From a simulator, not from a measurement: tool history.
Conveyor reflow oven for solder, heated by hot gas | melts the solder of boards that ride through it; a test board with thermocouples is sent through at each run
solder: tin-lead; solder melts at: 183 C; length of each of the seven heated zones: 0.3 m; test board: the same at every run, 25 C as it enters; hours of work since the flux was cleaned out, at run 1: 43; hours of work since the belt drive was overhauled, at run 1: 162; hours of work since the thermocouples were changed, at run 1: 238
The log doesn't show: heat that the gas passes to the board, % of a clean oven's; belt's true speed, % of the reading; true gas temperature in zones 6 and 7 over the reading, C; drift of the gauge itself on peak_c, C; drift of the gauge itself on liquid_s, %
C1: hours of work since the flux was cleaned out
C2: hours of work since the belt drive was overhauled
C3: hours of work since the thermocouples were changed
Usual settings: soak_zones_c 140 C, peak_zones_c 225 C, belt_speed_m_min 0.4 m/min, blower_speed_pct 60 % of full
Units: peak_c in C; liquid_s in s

Run 1, hour 0: usual settings; C1 43; C2 162; C3 238. Result: peak_c 204.4 C, liquid_s 51.2 s.
Run 2, hour 16.5: usual settings; C1 56; C2 175; C3 251. Result: peak_c 204.4 C, liquid_s 52.7 s.
Run 3, hour 33.3: usual settings; C1 69; C2 188; C3 264. Result: peak_c 204.1 C, liquid_s 51.2 s.
Run 4, hour 46.5: usual settings; C1 79; C2 199; C3 274. Result: peak_c 203.6 C, liquid_s 51.3 s.
Run 5, hour 61.9: usual settings; C1 91; C2 211; C3 286. Result: peak_c 203.7 C, liquid_s 51.2 s.
Run 6, hour 75.9: usual settings; C1 102; C2 222; C3 297. Result: peak_c 204.3 C, liquid_s 51.4 s.
Run 7, hour 90.2: usual settings; C1 114; C2 233; C3 308. Result: peak_c 203.4 C, liquid_s 50.8 s.
Run 8, hour 111.7: usual settings but soak_zones_c 136 C; C1 131; C2 250; C3 325. Result: peak_c 202.7 C, liquid_s 48 s.
Run 9, hour 126.9: usual settings but soak_zones_c 136 C; C1 142; C2 262; C3 337. Result: peak_c 202.1 C, liquid_s 47.4 s.
Run 10, hour 140: usual settings but peak_zones_c 216 C, belt_speed_m_min 0.454 m/min; C1 153; C2 272; C3 347. Result: peak_c 192 C, liquid_s 23.8 s.
Run 11, hour 159.6: usual settings but peak_zones_c 216 C, belt_speed_m_min 0.454 m/min; C1 168; C2 287; C3 363. Result: peak_c 191.7 C, liquid_s 23.5 s.
Run 12, hour 176.5: usual settings but soak_zones_c 141 C, belt_speed_m_min 0.421 m/min, blower_speed_pct 71 % of full; C1 181; C2 301; C3 376. Result: peak_c 204.3 C, liquid_s 49 s.
At hour 183.1: flux residue cleaned out of gas plates and filters.
Run 13, hour 199.9: usual settings but soak_zones_c 129 C, peak_zones_c 228 C, belt_speed_m_min 0.415 m/min, blower_speed_pct 68 % of full; C1 13; C2 315; C3 390. Result: peak_c 201.5 C, liquid_s 41.6 s.
Run 14, hour 209.3: usual settings but soak_zones_c 129 C, belt_speed_m_min 0.329 m/min; C1 21; C2 322; C3 398. Result: peak_c 205.3 C, liquid_s 62.6 s.
Run 15, hour 221.4: usual settings but soak_zones_c 129 C, belt_speed_m_min 0.329 m/min; C1 30; C2 332; C3 407. Result: peak_c 205.7 C, liquid_s 63.5 s.
Run 16, hour 237: usual settings but peak_zones_c 218 C, belt_speed_m_min 0.433 m/min; C1 42; C2 344; C3 420. Result: peak_c 193.1 C, liquid_s 26.9 s.
At hour 255.1: flux residue cleaned out of gas plates and filters, once more.
Run 17, hour 255.2: usual settings but peak_zones_c 218 C, belt_speed_m_min 0.433 m/min; C1 0; C2 354; C3 430. Result: peak_c 195.7 C, liquid_s 34.5 s.

How the hidden state differs across the entries between the runs, from the last listed run before each to the first after it:
Between runs 12 and 13: flux residue cleaned out of gas plates and filters (hour 183.1)
  heat that the gas passes to the board, % of a clean oven's: 94 -> 89.3; belt's true speed, % of the reading: 99.19 -> 99.15; true gas temperature in zones 6 and 7 over the reading, C: -0.65 -> -0.68
  measured less the result without the state, peak_c: -1.9 -> -3.7 C; liquid_s: -2.6 -> -5.5 s
Between runs 16 and 17: flux residue cleaned out of gas plates and filters, once more (hour 255.1)
  heat that the gas passes to the board, % of a clean oven's: 88.4 -> 99.3; belt's true speed, % of the reading: 99.07 -> 99.04; true gas temperature in zones 6 and 7 over the reading, C: -0.72 -> -0.73
  measured less the result without the state, peak_c: -3.4 -> -0.4 C; liquid_s: -7.3 -> -0.3 s
